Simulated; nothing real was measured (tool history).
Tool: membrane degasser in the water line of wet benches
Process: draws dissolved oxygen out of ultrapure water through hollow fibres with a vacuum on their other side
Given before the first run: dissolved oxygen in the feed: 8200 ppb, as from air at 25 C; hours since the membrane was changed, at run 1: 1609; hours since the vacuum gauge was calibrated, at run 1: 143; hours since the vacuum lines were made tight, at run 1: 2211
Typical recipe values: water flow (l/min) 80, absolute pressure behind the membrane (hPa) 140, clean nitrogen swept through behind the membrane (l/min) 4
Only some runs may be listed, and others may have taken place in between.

run    hour  water flow (l/min)  absolute pressure behind the membrane (hPa)  clean nitrogen swept through behind the membrane (l/min)  hours since the membrane was changed  hours since the vacuum gauge was calibrated  hours since the vacuum lines were made tight  dissolved oxygen in the water behind the degasser (ppb)  pressure that the water loses in the fibres (hPa)
  1       0                  80                                          140                                                         4                                  1609                                          143                                          2211                                                    491.1                                                602
  2   148.9                  80                                          326                                                         4                                  1758                                          292                                          2360                                                   1171.8                                              604.1
  3   335.5                  80                                          326                                                         4                                  1944                                          479                                          2546                                                   1173.1                                              606.4
  4   551.2                  80                                          326                                                         4                                  2160                                          694                                          2762                                                   1181.3                                              607.1
  5   778.4                  80                                          140                                                      6.66                                  2387                                          922                                          2989                                                    329.7                                              603.1
  6    1038                  80                                          140                                                         4                                  2647                                         1181                                          3249                                                      492                                              600.9
  7  1175.9                  80                                          140                                                         4                                  2784                                         1319                                          3387                                                    490.7                                              607.3
  8  1407.9                  80                                          140                                                         4                                  3017                                         1551                                          3619                                                    495.8                                              602.1
  9  1705.5                  80                                          140                                                      1.96                                  3314                                         1849                                          3916                                                    849.2                                              606.6
 10  1858.3                  80                                          140                                                      1.96                                  3467                                         2001                                          4069                                                    846.6                                              605.5
 11  2154.6                  80                                          140                                                      2.85                                  3763                                         2298                                          4365                                                    644.7                                              607.1
 12  2367.5                  80                                          209                                                         4                                  3976                                         2511                                          4578                                                    764.7                                              604.2
 13  2543.2                  80                                          209                                                         4                                  4152                                         2686                                          4754                                                    767.7                                              604.1
 14  2835.2                  80                                          140                                                         4                                  4444                                         2978                                          5046                                                    497.2                                              604.4
 15  3097.4                  80                                          140                                                         4                                  4706                                         3241                                          5308                                                    497.1                                              603.1
     3247.6  -- vacuum gauge calibrated
 16  3290.9                  80                                          140                                                         4                                  4899                                           43                                          5501                                                      497                                                600
 17  3527.9                  80                                          140                                                         4                                  5136                                          280                                          5738                                                    499.5                                              605.9
 18  3730.7                  80                                          140                                                         4                                  5339                                          483                                          5941                                                    502.7                                              610.4
 19  4022.1                  80                                          140                                                         4                                  5630                                          775                                          6232                                                    500.3                                              607.2
 20  4161.5                  80                                          276                                                      9.61                                  5770                                          914                                          6372                                                    501.2                                              603.9
 21    4340                  80                                          140                                                      2.17                                  5948                                         1092                                          6550                                                    798.2                                              606.1
 22  4624.1                  80                                          140                                                      2.17                                  6232                                         1377                                          6834                                                    800.1                                              603.4
 23  4864.2                  67                                           93                                                         4                                  6472                                         1617                                          7074                                                    246.4                                              505.4
 24  5045.9                  80                                           95                                                       8.3                                  6654                                         1798                                          7256                                                      182                                              606.7
 25  5204.5                  71                                           95                                                      1.76                                  6813                                         1957                                          7415                                                    517.5                                                535
     5295.7  -- gauge calibrated
 26  5505.7                  71                                           95                                                      1.76                                  7114                                         2258                                          7716                                                    506.4                                              537.3
 27  5647.7                  80                                          172                                                      2.07                                  7256                                         2400                                          7858                                                   1015.6                                              608.6
 28  5893.6                 113                                           85                                                      2.07                                  7502                                         2646                                          8104                                                    636.4                                              858.7
 29  6118.1                 113                                           85                                                      2.07                                  7726                                         2870                                          8328                                                    636.6                                              853.4
 30  6264.6                 113                                           85                                                      2.07                                  7873                                         3017                                          8475                                                    639.2                                              852.8
 31  6420.6                  91                                          228                                                      4.54                                  8029                                         3173                                          8631                                                    855.6                                              688.5
     6638.9  -- vacuum gauge calibrated
 32  6717.5                 118                                          228                                                      4.54                                  8325                                           79                                          8927                                                   1112.4                                              889.9
 33  6958.1                  68                                          140                                                      5.08                                  8566                                          319                                          9168                                                    340.4                                              513.6

For each entry between runs, how does the tool's hidden state at the last listed run before it compare with that at the first listed run after it?
Runs 15 to 16: vacuum gauge calibrated (hour 3247.6)
  true pressure behind the membrane over the reading, kPa: 0.01 -> 0; air that leaks in behind the membrane, l/min: 0.0025 -> 0.0026; drift of the gauge itself on oxygen_ppb, %: 1.39 -> 1.47
  measured value less the no-hidden-state value, dissolved oxygen in the water behind the degasser (ppb): +7.1 -> +7.3
Runs 25 to 26: gauge calibrated (hour 5295.7)
  air that leaks in behind the membrane, l/min: 0.0027 -> 0.0028; drift of the gauge itself on oxygen_ppb, %: 2.33 -> 0.09
  measured value less the no-hidden-state value, dissolved oxygen in the water behind the degasser (ppb): +12.1 -> +0.8
Runs 31 to 32: vacuum gauge calibrated (hour 6638.9)
  drift of the gauge itself on oxygen_ppb, %: 0.5 -> 0.64
  measured value less the no-hidden-state value, dissolved oxygen in the water behind the degasser (ppb): +4.8 -> +7.4
